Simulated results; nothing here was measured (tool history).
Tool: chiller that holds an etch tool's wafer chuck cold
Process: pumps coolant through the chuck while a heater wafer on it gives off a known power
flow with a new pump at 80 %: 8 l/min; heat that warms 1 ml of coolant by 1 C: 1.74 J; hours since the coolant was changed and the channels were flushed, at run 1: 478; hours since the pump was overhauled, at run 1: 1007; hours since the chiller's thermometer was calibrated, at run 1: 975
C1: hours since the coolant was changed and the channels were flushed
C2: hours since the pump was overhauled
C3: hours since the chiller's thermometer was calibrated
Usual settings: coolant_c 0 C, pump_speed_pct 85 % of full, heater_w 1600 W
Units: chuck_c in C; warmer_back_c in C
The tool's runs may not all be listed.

Run 1, hour 0: usual settings; C1 478; C2 1007; C3 975. Result: chuck_c 20 C, warmer_back_c 6.49 C.
Run 2, hour 14.6: usual settings but coolant_c 10 C; C1 493; C2 1021; C3 990. Result: chuck_c 29.9 C, warmer_back_c 6.48 C.
Run 3, hour 39.6: usual settings but coolant_c 10 C; C1 518; C2 1046; C3 1015. Result: chuck_c 29.8 C, warmer_back_c 6.48 C.
Run 4, hour 53.7: usual settings but coolant_c 10 C; C1 532; C2 1060; C3 1029. Result: chuck_c 29.8 C, warmer_back_c 6.48 C.
Run 5, hour 67.7: usual settings but coolant_c 10 C; C1 546; C2 1074; C3 1043. Result: chuck_c 29.9 C, warmer_back_c 6.51 C.
Run 6, hour 94.9: usual settings but coolant_c 10 C; C1 573; C2 1101; C3 1070. Result: chuck_c 29.9 C, warmer_back_c 6.43 C.
Run 7, hour 122.1: usual settings but coolant_c 10 C; C1 600; C2 1129; C3 1097. Result: chuck_c 30.1 C, warmer_back_c 6.36 C.
Run 8, hour 151: usual settings but coolant_c 10 C; C1 629; C2 1158; C3 1126. Result: chuck_c 30 C, warmer_back_c 6.37 C.
Run 9, hour 181.1: usual settings but pump_speed_pct 78 % of full; C1 659; C2 1188; C3 1156. Result: chuck_c 20.9 C, warmer_back_c 7 C.
Run 10, hour 197.4: usual settings but pump_speed_pct 78 % of full; C1 676; C2 1204; C3 1172. Result: chuck_c 21.1 C, warmer_back_c 6.97 C.
Run 11, hour 216.7: usual settings but pump_speed_pct 78 % of full; C1 695; C2 1223; C3 1192. Result: chuck_c 21.3 C, warmer_back_c 6.96 C.
Run 12, hour 234.7: usual settings but pump_speed_pct 78 % of full; C1 713; C2 1241; C3 1210. Result: chuck_c 21.1 C, warmer_back_c 6.88 C.
Run 13, hour 252.5: usual settings but pump_speed_pct 76 % of full; C1 731; C2 1259; C3 1228. Result: chuck_c 21.5 C, warmer_back_c 7.14 C.
Run 14, hour 271.6: usual settings but pump_speed_pct 76 % of full; C1 750; C2 1278; C3 1247. Result: chuck_c 21.5 C, warmer_back_c 7.07 C.
Run 15, hour 286.1: usual settings but coolant_c 8 C, pump_speed_pct 69 % of full, heater_w 2371 W; C1 764; C2 1293; C3 1261. Result: chuck_c 42 C, warmer_back_c 11.68 C.
Run 16, hour 301.8: usual settings but coolant_c -9 C, heater_w 1457 W; C1 780; C2 1308; C3 1277. Result: chuck_c 9.1 C, warmer_back_c 5.64 C.
Run 17, hour 314.8: usual settings but heater_w 819 W; C1 793; C2 1321; C3 1290. Result: chuck_c 10.3 C, warmer_back_c 3.05 C.
Run 18, hour 343.3: usual settings but heater_w 819 W; C1 821; C2 1350; C3 1318. Result: chuck_c 10.4 C, warmer_back_c 3.02 C.
Run 19, hour 358.8: usual settings but coolant_c -2 C, heater_w 2184 W; C1 837; C2 1365; C3 1334. Result: chuck_c 25.3 C, warmer_back_c 8.56 C.
Run 20, hour 378.5: usual settings but coolant_c -2 C, pump_speed_pct 96 % of full, heater_w 1164 W; C1 857; C2 1385; C3 1354. Result: chuck_c 11.6 C, warmer_back_c 3.83 C.
Run 21, hour 409.4: usual settings but coolant_c -3 C, pump_speed_pct 68 % of full; C1 888; C2 1416; C3 1384. Result: chuck_c 20.2 C, warmer_back_c 7.86 C.
Run 22, hour 421.9: usual settings but coolant_c -3 C, pump_speed_pct 68 % of full; C1 900; C2 1428; C3 1397. Result: chuck_c 20.1 C, warmer_back_c 7.81 C.
Run 23, hour 445.5: usual settings but coolant_c -3 C, pump_speed_pct 68 % of full; C1 924; C2 1452; C3 1421. Result: chuck_c 20.3 C, warmer_back_c 7.81 C.
Run 24, hour 468.2: usual settings but coolant_c -3 C, pump_speed_pct 68 % of full; C1 946; C2 1475; C3 1443. Result: chuck_c 20.3 C, warmer_back_c 7.81 C.
Run 25, hour 492.8: usual settings but heater_w 1570 W; C1 971; C2 1499; C3 1468. Result: chuck_c 19.5 C, warmer_back_c 5.96 C.
Run 26, hour 506.9: usual settings but pump_speed_pct 66 % of full, heater_w 1255 W; C1 985; C2 1514; C3 1482. Result: chuck_c 18.6 C, warmer_back_c 6.17 C.
At hour 530.8: gauge calibrated.
Run 27, hour 537.3: usual settings but pump_speed_pct 66 % of full, heater_w 1255 W; C1 1015; C2 1544; C3 1512. Result: chuck_c 18.6 C, warmer_back_c 6.64 C.

4 ways to go on from here, each from the tool as it stands after run 27. What would each give?
Run A, hour 555.5: usual settings but coolant_c -3 C, pump_speed_pct 70 % of full, heater_w 1255 W; C1 1034; C2 1562; C3 1531. Result: chuck_c ?, warmer_back_c ?.
Run B, hour 555.5: usual settings but coolant_c -7 C, pump_speed_pct 73 % of full, heater_w 2046 W; C1 1034; C2 1562; C3 1531. Result: chuck_c ?, warmer_back_c ?.
Run C, hour 555.5: usual settings but coolant_c 6 C, pump_speed_pct 84 % of full, heater_w 1255 W; C1 1034; C2 1562; C3 1531. Result: chuck_c ?, warmer_back_c ?.
Run D, hour 555.5: usual settings but coolant_c -5 C; C1 1034; C2 1562; C3 1531. Result: chuck_c ?, warmer_back_c ?.

run  chuck_c  warmer_back_c
  A     14.8           6.21
  B     21.2           9.61
  C     21.7           5.14
  D     14.8           6.49
Without the tool's hidden state the same runs would have given:
run  chuck_c  warmer_back_c
  A     14.8           6.23
  B     21.2           9.63
  C     21.7           5.16
  D     14.8           6.51
